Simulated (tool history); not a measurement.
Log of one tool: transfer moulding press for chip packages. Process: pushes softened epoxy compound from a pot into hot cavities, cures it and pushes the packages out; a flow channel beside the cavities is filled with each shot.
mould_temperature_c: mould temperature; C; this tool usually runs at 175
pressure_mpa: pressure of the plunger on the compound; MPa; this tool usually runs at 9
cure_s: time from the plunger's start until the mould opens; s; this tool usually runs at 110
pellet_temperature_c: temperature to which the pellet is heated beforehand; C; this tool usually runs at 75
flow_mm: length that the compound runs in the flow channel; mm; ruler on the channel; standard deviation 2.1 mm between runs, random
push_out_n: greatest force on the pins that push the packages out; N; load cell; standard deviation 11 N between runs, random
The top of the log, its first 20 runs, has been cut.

run	hour	mould_temperature_c	pressure_mpa	cure_s	pellet_temperature_c	hours of work since the mould's thermocouples were calibrated	shots since the plunger's rings were changed	shots since the cavities were cleaned	incoming compound's hours out of the cold store	flow_mm	push_out_n
21	125.5	178	7.8	149	67	192	303	368	10.9	816	694
22	134.1	175	10.2	110	75	196	361	426	47.1	874	891
23	139.1	170	7.6	110	72	198	395	460	39	795	1333
24	145.7	170	7.6	110	72	201	440	505	12.2	840	1401
# hour 149.2: cavities cleaned with cleaning compound and waxed
25	154.2	170	7.6	110	72	204	487	34	16.4	836	826
26	163.5	170	7.6	110	72	207	550	97	37.2	794	924
27	169.4	168	7.6	124	76	210	591	138	21.2	837	885
28	174.4	168	8.34	110	67	212	624	171	35.4	848	1184
29	179	175	9	110	74	214	655	202	22.2	867	788
30	188	178	7.61	102	72	218	716	263	8.3	808	820

3 options for the next run, each taken on its own from the tool as it stands now. Forecast them:
A	195.9	175	9.18	100	73	221	770	317	11.6	?	?
B	195.9	175	9	121	73	221	770	317	31.3	?	?
C	195.9	175	10.83	136	80	221	770	317	20.7	?	?

run	flow_mm	push_out_n
A	896	1005
B	850	744
C	949	721
With no hidden state in the tool, these same runs would have given:
run	flow_mm	push_out_n
A	908	627
B	861	458
C	962	440
